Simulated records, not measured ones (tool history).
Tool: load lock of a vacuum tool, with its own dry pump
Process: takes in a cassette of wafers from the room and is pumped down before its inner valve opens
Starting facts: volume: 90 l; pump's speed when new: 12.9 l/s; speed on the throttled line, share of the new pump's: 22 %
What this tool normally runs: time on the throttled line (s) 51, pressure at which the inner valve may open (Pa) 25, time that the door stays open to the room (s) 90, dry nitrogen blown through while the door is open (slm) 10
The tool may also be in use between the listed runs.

run      day  time on the throttled line (s)  pressure at which the inner valve may open (Pa)  time that the door stays open to the room (s)  dry nitrogen blown through while the door is open (slm)  incoming humidity of the room's air, %  time from the closed door until the inner valve may open (s)  rise of the pressure with all valves shut (Pa/min)
  1    0.000                              51                                               25                                             90                                                       10                                    46.2                                                          97.3                                               0.043
  2   27.254                              51                                               25                                             90                                                       10                                    48.0                                                          97.8                                               0.047
      29.229  -- door's seal changed, seat wiped
  3   52.971                              57                                               25                                             90                                                       10                                    45.8                                                         103.3                                               0.043
  4   81.079                              51                                               25                                             74                                                       10                                    44.3                                                          97.6                                               0.039
  5  101.892                              51                                               25                                             90                                                       10                                    40.9                                                          98.4                                               0.038
  6  116.771                              51                                               25                                             90                                                       10                                    50.9                                                          97.8                                               0.052
  7  133.804                              51                                               25                                             90                                                       10                                    44.5                                                          98.5                                               0.043
  8  148.833                              51                                               25                                             90                                                        9                                    43.5                                                          97.3                                               0.041
  9  166.129                              28                                               25                                             90                                                       10                                    45.4                                                          78.5                                               0.045
     176.450  -- dry pump taken out, an overhauled one fitted
 10  193.246                              51                                               25                                             90                                                       10                                    43.4                                                          97.6                                               0.042
 11  211.696                              51                                               25                                             90                                                       10                                    44.0                                                          97.7                                               0.050
 12  236.867                              51                                               25                                             90                                                       10                                    46.3                                                          96.4                                               0.043
 13  252.246                              51                                               25                                             90                                                       15                                    44.7                                                          97.7                                               0.043
 14  279.917                              51                                               25                                             90                                                        4                                    46.9                                                          98.2                                               0.056
 15  294.404                              51                                               25                                             90                                                       10                                    46.4                                                          98.0                                               0.050
 16  311.529                              51                                               25                                             90                                                       10                                    42.8                                                          96.4                                               0.042
 17  330.729                              51                                               25                                             90                                                       10                                    45.5                                                          97.5                                               0.043
 18  352.804                              51                                               25                                             90                                                       10                                    45.8                                                          98.2                                               0.038
 19  367.962                              86                                               25                                             90                                                       10                                    46.1                                                         123.8                                               0.050
 20  395.904                              86                                               25                                             90                                                       10                                    45.6                                                         124.7                                               0.044
 21  418.312                              86                                               25                                             90                                                       10                                    45.8                                                         125.8                                               0.046
     428.062  -- door's seal changed, seat wiped
 22  439.462                              86                                               34                                             42                                                        7                                    40.3                                                         122.1                                               0.017
 23  464.133                              63                                               34                                            205                                                        5                                    45.1                                                         104.2                                               0.090
 24  489.838                              64                                               20                                             65                                                        8                                    44.1                                                         108.6                                               0.039
 25  507.988                              64                                               20                                             65                                                        8                                    44.8                                                         107.8                                               0.037

Expected results for the next run?
 26  532.162                              51                                               32                                             90                                                        7                                    47.2                                                             ?                                                   ?

{"run 26": {"time from the closed door until the inner valve may open (s)": 95.5, "rise of the pressure with all valves shut (Pa/min)": 0.048}}
On a tool with no hidden condition, and with the same random variation, this run would have come out at time from the closed door until the inner valve may open (s) 95.5, rise of the pressure with all valves shut (Pa/min) 0.048.
